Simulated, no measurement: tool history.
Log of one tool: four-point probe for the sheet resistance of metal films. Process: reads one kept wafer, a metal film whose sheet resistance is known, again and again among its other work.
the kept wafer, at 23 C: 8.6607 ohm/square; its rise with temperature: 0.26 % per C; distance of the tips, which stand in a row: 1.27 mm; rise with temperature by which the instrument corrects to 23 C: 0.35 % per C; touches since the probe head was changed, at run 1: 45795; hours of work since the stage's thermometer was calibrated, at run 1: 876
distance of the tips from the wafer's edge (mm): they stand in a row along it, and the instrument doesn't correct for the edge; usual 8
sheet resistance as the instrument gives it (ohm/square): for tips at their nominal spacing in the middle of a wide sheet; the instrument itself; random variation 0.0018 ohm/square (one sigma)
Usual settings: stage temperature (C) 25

run	hour	stage temperature (C)	distance of the tips from the wafer's edge (mm)	touches since the probe head was changed	hours of work since the stage's thermometer was calibrated	sheet resistance as the instrument gives it (ohm/square)
1	0.0	25	8	45795	876	8.820599
2	21.0	25	8	46361	887	8.824254
3	60.1	18	8	47418	907	8.885267
4	100.2	27	8	48503	928	8.808285
5	136.8	27	8	49490	947	8.811009
6	156.2	25	8	50016	957	8.826114
7	196.0	25	8	51089	978	8.827824
8	232.9	25	64	52086	997	8.711318
9	258.5	25	8	52778	1011	8.829669
10	280.1	19	8	53360	1022	8.882147
11	323.8	25	25	54542	1045	8.726997
12	354.8	25	25	55379	1061	8.728941
13	375.4	25	25	55935	1071	8.726630
14	415.7	25	25	57024	1092	8.726561
15	447.5	25	25	57883	1109	8.727965
16	471.3	25	25	58527	1121	8.729894
17	500.9	23	25	59325	1137	8.747904
18	522.8	24	8	59917	1148	8.846319
19	543.4	25	8	60474	1159	8.839858
20	578.2	25	8	61415	1177	8.838104
21	620.4	25	8	62554	1199	8.835521
22	649.4	25	8	63338	1214	8.837585
23	671.9	25	8	63946	1226	8.839116
24	707.0	19	5	64893	1244	9.069681
# hour 716.6: stage's thermometer calibrated
25	743.2	25	9	65856	14	8.822449
26	778.7	20	3	66816	32	9.536163
27	802.7	18	40	67465	45	8.795534
28	846.2	18	34	68638	67	8.797518
29	871.4	18	34	69322	81	8.800476
30	900.7	18	34	70113	96	8.800243
# hour 924.5: stage's thermometer calibrated, once more
31	937.7	24	6	71097	7	8.934666
32	968.0	26	24	71916	23	8.726585
33	1004.0	28	18	72888	41	8.720885
34	1031.2	19	6	73624	56	8.983512
35	1067.1	23	65	74593	74	8.743067
36	1099.1	23	65	75458	91	8.745433
37	1135.8	23	10	76449	110	8.820721
38	1179.2	25	55	77620	132	8.731247
39	1203.1	27	4	78268	145	9.161390
40	1227.9	25	27	78936	158	8.739482
41	1260.9	25	27	79827	175	8.741432
42	1299.0	25	27	80858	195	8.745100
43	1325.6	22	41	81576	209	8.762357
44	1362.8	22	41	82580	228	8.764473

How the hidden state differs across the entries between the runs, from the last listed run before each to the first after it:
Between runs 24 and 25: stage's thermometer calibrated (hour 716.6)
  inner tips' distance over the nominal, %: 0.767 -> 0.775; tips' flats over new ones', %: 68 -> 69; wafer's true temperature over the reading, C: 0.34 -> 0.58
  measured less the result without the state, sheet resistance as the instrument gives it (ohm/square): +0.082476 -> +0.086349
Between runs 30 and 31: stage's thermometer calibrated, once more (hour 924.5)
  inner tips' distance over the nominal, %: 0.813 -> 0.823; wafer's true temperature over the reading, C: 0.6 -> 0.03
  measured less the result without the state, sheet resistance as the instrument gives it (ohm/square): +0.090543 -> +0.079494

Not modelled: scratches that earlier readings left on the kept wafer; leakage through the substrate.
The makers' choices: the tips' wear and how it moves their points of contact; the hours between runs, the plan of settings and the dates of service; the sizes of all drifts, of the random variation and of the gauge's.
